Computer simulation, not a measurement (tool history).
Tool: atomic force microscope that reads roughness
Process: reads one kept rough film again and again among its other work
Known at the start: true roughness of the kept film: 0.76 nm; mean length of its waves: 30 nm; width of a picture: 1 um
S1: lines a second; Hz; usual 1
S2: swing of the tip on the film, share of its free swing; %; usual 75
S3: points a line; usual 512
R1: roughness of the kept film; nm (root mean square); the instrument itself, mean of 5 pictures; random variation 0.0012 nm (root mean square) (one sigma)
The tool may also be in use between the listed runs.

Run 1, hour 0: usual settings. Result: R1 0.708 nm (root mean square).
At hour 13.6: new tip fitted.
Run 2, hour 58: usual settings but S3 271. Result: R1 0.704 nm (root mean square).
Run 3, hour 101: usual settings but S3 271. Result: R1 0.704 nm (root mean square).
Run 4, hour 165.6: usual settings. Result: R1 0.711 nm (root mean square).
Run 5, hour 233.9: usual settings. Result: R1 0.709 nm (root mean square).
At hour 257.9: new tip fitted.
Run 6, hour 309.1: usual settings. Result: R1 0.71 nm (root mean square).
Run 7, hour 357.8: usual settings but S2 76 %. Result: R1 0.709 nm (root mean square).
Run 8, hour 441.1: usual settings but S2 87 %. Result: R1 0.685 nm (root mean square).
At hour 505.1: new tip fitted.
Run 9, hour 516.8: usual settings but S1 1.48 Hz, S2 63 %, S3 630. Result: R1 0.72 nm (root mean square).
Run 10, hour 557.6: usual settings but S1 0.67 Hz, S2 56 %, S3 906. Result: R1 0.739 nm (root mean square).
Run 11, hour 595.5: usual settings but S1 2.28 Hz, S2 88 %, S3 743. Result: R1 0.617 nm (root mean square).
Run 12, hour 640.5: usual settings but S1 0.54 Hz, S2 83 %, S3 859. Result: R1 0.719 nm (root mean square).
Run 13, hour 704.5: usual settings but S1 0.54 Hz, S2 83 %, S3 859. Result: R1 0.721 nm (root mean square).
At hour 751.1: new tip fitted.
Run 14, hour 770.4: usual settings but S1 0.69 Hz, S2 58 %, S3 459. Result: R1 0.739 nm (root mean square).
Run 15, hour 813.8: usual settings but S1 1.48 Hz, S2 55 %, S3 459. Result: R1 0.727 nm (root mean square).
Run 16, hour 867.6: usual settings but S2 56 %, S3 810. Result: R1 0.738 nm (root mean square).

Forecast each of these 4 alternatives for the next run:
Run A, hour 947.4: usual settings but S1 1.51 Hz, S2 66 %, S3 651. Result: R1 ?.
Run B, hour 947.4: usual settings but S1 2.37 Hz, S2 56 %, S3 810. Result: R1 ?.
Run C, hour 947.4: usual settings but S1 3.45 Hz, S3 697. Result: R1 ?.
Run D, hour 947.4: usual settings but S2 87 %, S3 929. Result: R1 ?.

run     R1
  A  0.714
  B  0.721
  C  0.641
  D  0.687
Without the tool's hidden state the same runs would have given:
run     R1
  A  0.714
  B  0.721
  C  0.641
  D  0.687
